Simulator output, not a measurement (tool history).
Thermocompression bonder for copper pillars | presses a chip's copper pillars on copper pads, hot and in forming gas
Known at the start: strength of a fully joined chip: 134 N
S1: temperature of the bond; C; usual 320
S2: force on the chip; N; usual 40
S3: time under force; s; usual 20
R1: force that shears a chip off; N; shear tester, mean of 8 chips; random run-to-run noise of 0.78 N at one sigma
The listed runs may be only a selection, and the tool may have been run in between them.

run,day,S1,S2,S3,R1
1,0,320,40,20,56.8
2,2.667,320,40,20,55.9
3,4.729,320,48,20,61.6
4,6.45,320,48,20,61
5,8.796,320,48,20,60
6,11.812,320,40,20,54
7,13.996,320,40,20,52.3
8,15.592,320,40,20,52
# day 16.538: heater calibrated with a thermocouple chip
9,17.588,320,40,20,57
10,20,320,26,20,44.7
11,22.317,320,26,20,44.3
12,23.929,320,26,20,44.3
13,26.442,320,26,20,43.6
14,29.067,320,26,20,42.7
# day 29.821: forming gas filter changed
15,32.438,320,26,20,46.6
# day 32.758: force cell calibrated
16,35.6,320,26,20,44.1
17,38.971,320,26,20,42.4
18,42.117,320,40,20,53.8
19,45.246,320,40,20,54
20,48.404,320,52,20,59.5
21,50.942,320,52,20,58
22,52.442,320,52,20,58.7
23,55.142,322,40,26,57.3
24,57.225,310,44,17,46
25,58.633,338,40,20,57.3
# day 59.592: heater calibrated with a thermocouple chip
# day 59.858: forming gas filter changed
26,61.675,299,51,13,47.7
27,64.317,320,38,40,73.1
28,66.983,330,45,15,62.2
29,70.242,330,45,15,59.8
30,71.975,330,45,15,60.1
31,74.55,320,25,26,48.1
32,76.317,320,29,12,38.1
33,77.796,320,29,18,45.6
34,79.317,304,35,44,59
35,81.838,320,59,20,66.5
36,84.35,313,40,20,48.9
37,87.062,326,53,17,59.5
38,89.179,314,53,44,74.3

Below are 3 alternative next runs, each starting from the tool's condition after run 38. Predict each:
# day 89.758: forming gas filter changed
A,91.808,341,30,30,?
# day 89.758: forming gas filter changed
B,91.808,320,59,20,?
# day 89.758: forming gas filter changed
C,91.808,291,40,11,?

run,R1
A,68.7
B,68.8
C,32.9
Without the tool's hidden state the same runs would have given:
run,R1
A,72.1
B,72.6
C,35.5
